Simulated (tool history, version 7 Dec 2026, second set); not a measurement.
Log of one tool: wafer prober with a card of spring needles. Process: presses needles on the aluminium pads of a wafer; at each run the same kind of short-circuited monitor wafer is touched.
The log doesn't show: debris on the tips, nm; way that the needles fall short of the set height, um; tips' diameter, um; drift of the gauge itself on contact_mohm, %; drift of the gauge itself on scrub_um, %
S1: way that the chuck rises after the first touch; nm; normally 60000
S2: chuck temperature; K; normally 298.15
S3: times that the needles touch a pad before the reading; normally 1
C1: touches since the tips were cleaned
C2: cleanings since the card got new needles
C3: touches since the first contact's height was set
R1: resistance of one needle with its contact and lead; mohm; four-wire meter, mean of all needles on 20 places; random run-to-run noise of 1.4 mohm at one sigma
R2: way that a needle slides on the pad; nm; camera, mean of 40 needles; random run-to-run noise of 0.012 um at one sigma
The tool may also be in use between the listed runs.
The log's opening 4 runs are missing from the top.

run     day     S1      S2  S3    C1  C2      C3   R1     R2
      2.158  -- tips cleaned on abrasive film
  5   2.475  60000  308.15   1  5069  39  188962  305   8800
      2.788  -- tips cleaned on abrasive film
      3.367  -- tips cleaned on abrasive film
  6   3.717  60000  308.15   1  5582  41  208613  309   8790
      3.992  -- tips cleaned on abrasive film
      4.529  -- height of the first contact set anew
      4.608  -- tips cleaned on abrasive film
  7   4.608  60000  308.15   1     0  43    1211  133   8950
      5.158  -- tips cleaned on abrasive film
  8   5.217  60000  308.15   1   990  44   10864  183   8960
      5.796  -- tips cleaned on abrasive film
        6.4  -- tips cleaned on abrasive film
  9     6.4  60000  308.15   1     0  46   29568  144   8960
      6.729  -- tips cleaned on abrasive film, once more
      7.354  -- tips cleaned on abrasive film
 10   7.483  60000  308.15   1  2056  48   46723  218   8960
       7.95  -- tips cleaned on abrasive film
 11   8.012  60000  360.15   1   992  49   55126  179   8960
      8.542  -- tips cleaned on abrasive film
      9.096  -- tips cleaned on abrasive film
 12   9.196  60000  360.15   1  1622  51   73884  220   8940
      9.729  -- tips cleaned on abrasive film
 13   9.754  60000  304.15   1   434  52   82714  172   8900
     10.358  -- tips cleaned on abrasive film
     10.979  -- tips cleaned on abrasive film
 14  11.008  60000  304.15   1   456  54  102579  168   8930
     11.588  -- tips cleaned on abrasive film
     12.208  -- tips cleaned on abrasive film
 15  12.233  60000  304.15   1   422  56  121983  168   8880
     12.783  -- tips cleaned on abrasive film
 16  12.888  58000  353.15   1  1636  57  132349  207   8580
     13.329  -- tips cleaned on abrasive film
 17  13.696  49000  368.15   2  5852  58  145197  311   7230
     13.883  -- tips cleaned on abrasive film
     14.492  -- tips cleaned on abrasive film
 18  14.742  57000  370.15   3  3996  60  161776  190   8420
     15.079  -- tips cleaned on abrasive film
     15.638  -- tips cleaned on abrasive film
 19  15.729  79000  328.15   2  1498  62  177404  152  11710
       16.2  -- tips cleaned on abrasive film
 20  16.562  75000  304.15   1  5826  63  190626  262  11070

Run 21, settings as shown, results not yet in. Your forecast:
     16.742  -- tips cleaned on abrasive film
     17.329  -- tips cleaned on abrasive film
 21  17.771  56000  305.15   2  6998  65  209723   ?   ?

R1: 278 mohm
R2: 8230 nm
The same run, on a tool lacking any hidden state, would have yielded R1 119 mohm, R2 8380 nm.

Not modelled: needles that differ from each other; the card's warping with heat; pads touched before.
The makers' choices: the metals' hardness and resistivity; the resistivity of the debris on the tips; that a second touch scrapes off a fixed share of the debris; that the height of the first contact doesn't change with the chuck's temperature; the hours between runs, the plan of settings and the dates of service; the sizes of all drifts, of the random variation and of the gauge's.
